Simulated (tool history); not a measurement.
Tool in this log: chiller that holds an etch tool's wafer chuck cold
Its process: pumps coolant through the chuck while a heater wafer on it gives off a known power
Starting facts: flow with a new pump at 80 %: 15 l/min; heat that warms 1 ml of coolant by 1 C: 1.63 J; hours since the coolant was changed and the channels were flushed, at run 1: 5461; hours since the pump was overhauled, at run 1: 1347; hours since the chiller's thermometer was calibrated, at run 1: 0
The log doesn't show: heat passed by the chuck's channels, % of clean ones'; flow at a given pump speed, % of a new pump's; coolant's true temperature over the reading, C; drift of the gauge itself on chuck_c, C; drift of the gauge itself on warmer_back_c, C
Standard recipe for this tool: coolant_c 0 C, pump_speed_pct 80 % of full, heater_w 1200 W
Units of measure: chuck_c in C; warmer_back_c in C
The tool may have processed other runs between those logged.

run,hour,coolant_c,pump_speed_pct,heater_w,hours since the coolant was changed and the channels were flushed,hours since the pump was overhauled,hours since the chiller's thermometer was calibrated,chuck_c,warmer_back_c
1,0,0,80,1200,5461,1347,0,13.7,2.94
2,87.5,0,80,1200,5549,1435,87,13.5,2.97
3,171.5,-4,80,1200,5633,1519,171,9.7,2.96
4,326.7,-4,80,1200,5788,1674,327,9.8,2.94
5,444.7,0,80,1200,5906,1792,445,13.7,2.96
6,551,0,80,1200,6012,1898,551,13.8,2.94
7,686.8,0,80,1200,6148,2034,687,13.7,2.98
8,776.1,0,80,1200,6237,2123,776,13.7,2.92
9,885.7,0,80,1200,6347,2233,886,13.6,2.95
10,956.1,0,80,1200,6417,2303,956,13.7,2.92
11,1043.1,0,80,1200,6504,2390,1043,13.7,2.92
12,1191.3,0,80,1200,6653,2539,1191,13.6,2.91
13,1304.8,0,67,1200,6766,2652,1305,15.4,3.56
14,1413.4,0,80,1200,6875,2761,1413,13.7,2.95
# hour 1472.4: coolant changed, channels flushed
15,1542.2,0,80,1200,70,2883,1536,13.7,2.95
16,1621.4,0,62,1200,149,2963,1615,15.9,3.93
17,1702.1,0,62,1200,230,3043,1696,16.2,3.92
18,1845.5,-3,77,1200,373,3187,1840,10.9,3.1
19,1941.1,1,86,1243,469,3282,1935,14.5,2.78

Run 20 is up next; what results do you expect?
20,2026.1,-5,86,809,554,3367,2020,?,?

chuck_c: 3.8 C
warmer_back_c: 1.81 C
Were there no unlogged condition in the tool, this run, its random variation unchanged, would have produced chuck_c 3.8 C, warmer_back_c 1.81 C.
